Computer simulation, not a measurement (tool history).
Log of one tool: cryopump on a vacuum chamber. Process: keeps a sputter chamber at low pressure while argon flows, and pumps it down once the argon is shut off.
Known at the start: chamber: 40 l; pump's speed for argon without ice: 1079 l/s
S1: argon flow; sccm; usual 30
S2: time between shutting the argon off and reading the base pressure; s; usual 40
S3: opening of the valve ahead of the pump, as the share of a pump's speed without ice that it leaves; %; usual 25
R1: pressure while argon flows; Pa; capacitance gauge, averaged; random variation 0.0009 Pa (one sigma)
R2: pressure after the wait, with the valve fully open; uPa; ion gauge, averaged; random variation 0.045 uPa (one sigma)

run	hour	S1	S2	S3	R1	R2
1	0.0	30	40	25	0.1882	4.89
2	26.6	30	183	25	0.1880	3.20
3	52.2	30	183	57	0.0840	3.15
# hour 84.6: leaking fittings of the chamber tightened, without venting
4	107.8	30	88	25	0.1883	1.44
5	150.2	30	88	25	0.1909	1.44
6	201.3	41	88	25	0.2622	1.48
7	236.0	41	88	25	0.2607	1.49
8	285.4	41	88	25	0.2622	1.48
9	335.9	30	40	25	0.1924	2.89
10	382.6	30	40	25	0.1942	2.87
11	410.9	30	40	25	0.1939	2.86
12	466.3	30	40	25	0.1958	3.00
13	507.9	30	40	49	0.1032	2.78
14	534.3	30	40	25	0.1961	2.98
15	558.6	30	40	22	0.2198	2.88
16	614.0	30	40	22	0.2224	3.00
17	648.2	30	40	17	0.2859	3.00
18	672.7	30	63	25	0.1966	2.09
19	723.3	30	40	58	0.0910	3.01
20	753.5	30	40	59	0.0913	3.06
21	780.8	30	40	59	0.0917	2.98
22	817.7	30	40	34	0.1499	3.06
23	841.1	42	25	25	0.2803	4.47
24	888.5	16	102	26	0.1035	1.63
25	934.6	16	102	26	0.1041	1.64
26	986.9	16	102	26	0.1034	1.78
27	1028.4	37	40	25	0.2510	3.17
28	1065.6	45	37	30	0.2583	3.48
29	1101.6	14	40	46	0.0553	3.19
30	1145.5	16	114	31	0.0913	1.73
31	1171.7	16	114	31	0.0897	1.75
32	1226.3	30	39	26	0.1982	3.35
33	1259.9	30	39	26	0.2014	3.45
34	1304.6	22	41	34	0.1170	3.23

The same runs without the tool's hidden state, with the same run-to-run variation:
The hidden state here: pump's speed, % of a pump's without ice; cold plate's temperature, K; leak into the chamber, uPa l/s; drift of the gauge itself on working_pa, %; drift of the gauge itself on base_upa, %.
run	R1	R2
1	0.1877	2.61
2	0.1871	0.81
3	0.0828	0.80
4	0.1865	1.41
5	0.1885	1.39
6	0.2581	1.41
7	0.2561	1.41
8	0.2568	1.37
9	0.1877	2.76
10	0.1889	2.72
11	0.1882	2.70
12	0.1892	2.80
13	0.0961	2.58
14	0.1886	2.75
15	0.2120	2.64
16	0.2137	2.72
17	0.2766	2.71
18	0.1870	1.79
19	0.0806	2.68
20	0.0803	2.71
21	0.0802	2.62
22	0.1380	2.67
23	0.2628	4.07
24	0.0964	1.20
25	0.0966	1.19
26	0.0954	1.27
27	0.2314	2.65
28	0.2335	2.93
29	0.0472	2.63
30	0.0816	1.11
31	0.0797	1.12
32	0.1784	2.69
33	0.1808	2.76
34	0.1010	2.52

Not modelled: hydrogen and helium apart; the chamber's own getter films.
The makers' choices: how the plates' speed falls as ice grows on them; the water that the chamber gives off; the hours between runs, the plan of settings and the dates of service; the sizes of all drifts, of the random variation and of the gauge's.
